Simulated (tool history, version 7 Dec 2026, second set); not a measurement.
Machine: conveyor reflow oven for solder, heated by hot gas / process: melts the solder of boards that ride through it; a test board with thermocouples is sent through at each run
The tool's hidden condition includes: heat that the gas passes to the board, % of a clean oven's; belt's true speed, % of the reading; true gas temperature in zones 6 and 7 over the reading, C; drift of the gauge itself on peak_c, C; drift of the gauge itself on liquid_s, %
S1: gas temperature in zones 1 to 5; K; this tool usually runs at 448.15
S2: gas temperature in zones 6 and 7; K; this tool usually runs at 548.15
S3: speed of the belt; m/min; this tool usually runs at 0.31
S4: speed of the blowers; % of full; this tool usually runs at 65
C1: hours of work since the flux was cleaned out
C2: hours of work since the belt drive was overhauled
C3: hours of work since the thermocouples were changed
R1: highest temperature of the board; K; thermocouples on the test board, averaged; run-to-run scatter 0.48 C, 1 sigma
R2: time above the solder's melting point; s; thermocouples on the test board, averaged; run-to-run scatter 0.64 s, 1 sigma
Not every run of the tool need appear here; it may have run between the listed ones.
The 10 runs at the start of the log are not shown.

| run | hour | S1 | S2 | S3 | S4 | C1 | C2 | C3 | R1 | R2 |
|---|---|---|---|---|---|---|---|---|---|---|
| 11 | 485.5 | 448.15 | 548.15 | 0.31 | 65 | 38 | 648 | 924 | 531.25 | 95.5 |
| 12 | 514.6 | 448.15 | 548.15 | 0.31 | 65 | 55 | 665 | 942 | 531.35 | 94.9 |
| 13 | 553.8 | 448.15 | 548.15 | 0.31 | 65 | 78 | 688 | 965 | 530.05 | 94.8 |
| 14 | 608 | 448.15 | 548.15 | 0.31 | 65 | 110 | 720 | 997 | 530.95 | 94.8 |
| 15 | 643.9 | 448.15 | 548.15 | 0.31 | 65 | 131 | 741 | 1018 | 529.65 | 94.9 |
| 16 | 681.1 | 434.15 | 548.15 | 0.31 | 65 | 153 | 763 | 1040 | 526.95 | 85.5 |
| 17 | 734.8 | 434.15 | 548.15 | 0.31 | 65 | 185 | 795 | 1072 | 527.75 | 85.1 |
| 18 | 789.4 | 451.15 | 548.15 | 0.252 | 76 | 217 | 827 | 1104 | 536.95 | 127.8 |
| 19 | 824 | 448.15 | 555.15 | 0.31 | 52 | 238 | 848 | 1124 | 533.15 | 96.5 |
| 20 | 865.3 | 448.15 | 555.15 | 0.31 | 52 | 262 | 872 | 1149 | 531.95 | 96.2 |
| 21 | 892.1 | 448.15 | 548.15 | 0.291 | 65 | 278 | 888 | 1165 | 530.35 | 102.8 |
| 22 | 939.4 | 460.15 | 548.15 | 0.284 | 65 | 306 | 916 | 1193 | 533.25 | 115.8 |
| 23 | 965.8 | 452.15 | 544.15 | 0.285 | 65 | 321 | 931 | 1208 | 529.05 | 104.5 |
| 24 | 1005.6 | 456.15 | 548.15 | 0.31 | 65 | 345 | 955 | 1232 | 529.55 | 99.1 |
| 25 | 1043 | 448.15 | 548.15 | 0.325 | 67 | 367 | 977 | 1254 | 526.75 | 87.4 |
| 26 | 1087.5 | 448.15 | 548.15 | 0.325 | 67 | 393 | 1003 | 1280 | 526.95 | 87.3 |
| 27 | 1122.2 | 452.15 | 548.15 | 0.256 | 60 | 414 | 1024 | 1301 | 532.55 | 123.4 |
|  | 1172.1 | flux residue cleaned out of gas plates and filters |
| 28 | 1174.5 | 459.15 | 548.15 | 0.31 | 65 | 1 | 1052 | 1328 | 532.15 | 105.2 |
| 29 | 1228.2 | 459.15 | 548.15 | 0.31 | 59 | 33 | 1083 | 1360 | 529.55 | 103 |
|  | 1234.4 | thermocouples of zones 6 and 7 changed |
| 30 | 1287 | 433.15 | 548.15 | 0.31 | 86 | 67 | 1117 | 31 | 535.95 | 94.4 |

What if the next run were any one of these 5? Each begins from the tool's condition after run 30:
| A | 1316 | 445.15 | 548.15 | 0.31 | 85 | 84 | 1134 | 48 | ? | ? |
| B | 1316 | 433.15 | 557.15 | 0.282 | 86 | 84 | 1134 | 48 | ? | ? |
| C | 1316 | 447.15 | 551.15 | 0.346 | 65 | 84 | 1134 | 48 | ? | ? |
| D | 1316 | 438.15 | 539.15 | 0.31 | 86 | 84 | 1134 | 48 | ? | ? |
| E | 1316 | 448.15 | 558.15 | 0.31 | 65 | 84 | 1134 | 48 | ? | ? |

| run | R1 | R2 |
|---|---|---|
| A | 536.25 | 101.3 |
| B | 546.65 | 113.9 |
| C | 532.75 | 87.3 |
| D | 528.05 | 90.3 |
| E | 543.55 | 106.9 |
Stripped of hidden state, with their random variation kept, the same runs would have yielded:
| run | R1 | R2 |
|---|---|---|
| A | 535.85 | 97.5 |
| B | 546.25 | 109.8 |
| C | 532.15 | 83.7 |
| D | 527.75 | 86.7 |
| E | 542.95 | 102.9 |

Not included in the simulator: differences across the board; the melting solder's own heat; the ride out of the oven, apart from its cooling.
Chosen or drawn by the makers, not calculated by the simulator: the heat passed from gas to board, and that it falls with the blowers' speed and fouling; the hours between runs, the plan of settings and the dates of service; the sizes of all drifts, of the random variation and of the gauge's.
